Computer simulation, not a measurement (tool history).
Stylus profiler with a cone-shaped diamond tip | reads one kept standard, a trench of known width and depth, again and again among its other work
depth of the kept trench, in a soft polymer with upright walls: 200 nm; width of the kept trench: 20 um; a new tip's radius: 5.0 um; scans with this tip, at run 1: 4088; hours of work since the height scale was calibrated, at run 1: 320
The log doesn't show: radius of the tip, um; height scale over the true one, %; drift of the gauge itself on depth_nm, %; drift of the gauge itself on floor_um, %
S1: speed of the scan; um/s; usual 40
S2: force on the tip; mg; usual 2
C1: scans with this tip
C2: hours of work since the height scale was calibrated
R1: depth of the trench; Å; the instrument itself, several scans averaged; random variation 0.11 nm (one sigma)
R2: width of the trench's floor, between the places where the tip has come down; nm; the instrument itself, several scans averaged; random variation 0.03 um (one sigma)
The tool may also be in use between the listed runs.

| run | hour | S1 | S2 | C1 | C2 | R1 | R2 |
|---|---|---|---|---|---|---|---|
| 1 | 0 | 40 | 2 | 4088 | 320 | 2025.8 | 16420 |
| 2 | 27.5 | 40 | 2 | 4350 | 340 | 2025.1 | 16470 |
| 3 | 43.7 | 40 | 5.67 | 4504 | 352 | 2050.3 | 16490 |
| 4 | 77.4 | 40 | 5.67 | 4824 | 377 | 2048.8 | 16520 |
| 5 | 101.4 | 40 | 5.67 | 5053 | 395 | 2050.4 | 16410 |
| 6 | 133.7 | 40 | 2 | 5361 | 419 | 2026.3 | 16280 |
| 7 | 166.4 | 40 | 2 | 5672 | 443 | 2028.7 | 16290 |
| 8 | 192.8 | 40 | 2 | 5923 | 463 | 2026.7 | 16220 |
| 9 | 225.8 | 157 | 2 | 6238 | 488 | 2026.6 | 15640 |
| 10 | 249.1 | 157 | 2 | 6459 | 505 | 2028.4 | 15660 |
| 11 | 282 | 40 | 2 | 6772 | 530 | 2028.2 | 16160 |
| 12 | 299.3 | 87 | 2 | 6937 | 542 | 2027.5 | 15920 |
|  | 302.9 | height scale calibrated on a step standard |
| 13 | 335.6 | 76 | 2 | 7278 | 24 | 2031.9 | 15880 |
|  | 357.4 | height scale calibrated on a step standard, once more |
| 14 | 368.5 | 76 | 2 | 7586 | 8 | 2022.9 | 15950 |
| 15 | 386.5 | 76 | 2 | 7758 | 22 | 2023.7 | 15860 |
| 16 | 409.2 | 22 | 1.24 | 7974 | 39 | 2017 | 16090 |
| 17 | 444.6 | 22 | 1.24 | 8310 | 65 | 2018.6 | 16050 |
| 18 | 473.4 | 12 | 4.42 | 8585 | 86 | 2040.8 | 16100 |
| 19 | 494.7 | 12 | 4.42 | 8788 | 102 | 2043.3 | 16070 |
| 20 | 532.4 | 38 | 2.48 | 9147 | 130 | 2027.2 | 15990 |
| 21 | 558.2 | 38 | 2.48 | 9392 | 149 | 2029 | 15900 |

5 ways to go on from here, each from the tool as it stands after run 21. What would each give?
| A | 586.6 | 19 | 2.47 | 9662 | 171 | ? | ? |
| B | 586.6 | 87 | 0.98 | 9662 | 171 | ? | ? |
| C | 586.6 | 10 | 2.2 | 9662 | 171 | ? | ? |
| D | 586.6 | 40 | 1.29 | 9662 | 171 | ? | ? |
| E | 586.6 | 69 | 0.89 | 9662 | 171 | ? | ? |

| run | R1 | R2 |
|---|---|---|
| A | 2029.3 | 15940 |
| B | 2016.1 | 15420 |
| C | 2026.6 | 15960 |
| D | 2018.8 | 15840 |
| E | 2015.1 | 15530 |
Without the tool's hidden state the same runs would have given:
| run | R1 | R2 |
|---|---|---|
| A | 2027.1 | 17130 |
| B | 2013.9 | 16610 |
| C | 2024.3 | 17140 |
| D | 2016.5 | 17020 |
| E | 2012.9 | 16710 |

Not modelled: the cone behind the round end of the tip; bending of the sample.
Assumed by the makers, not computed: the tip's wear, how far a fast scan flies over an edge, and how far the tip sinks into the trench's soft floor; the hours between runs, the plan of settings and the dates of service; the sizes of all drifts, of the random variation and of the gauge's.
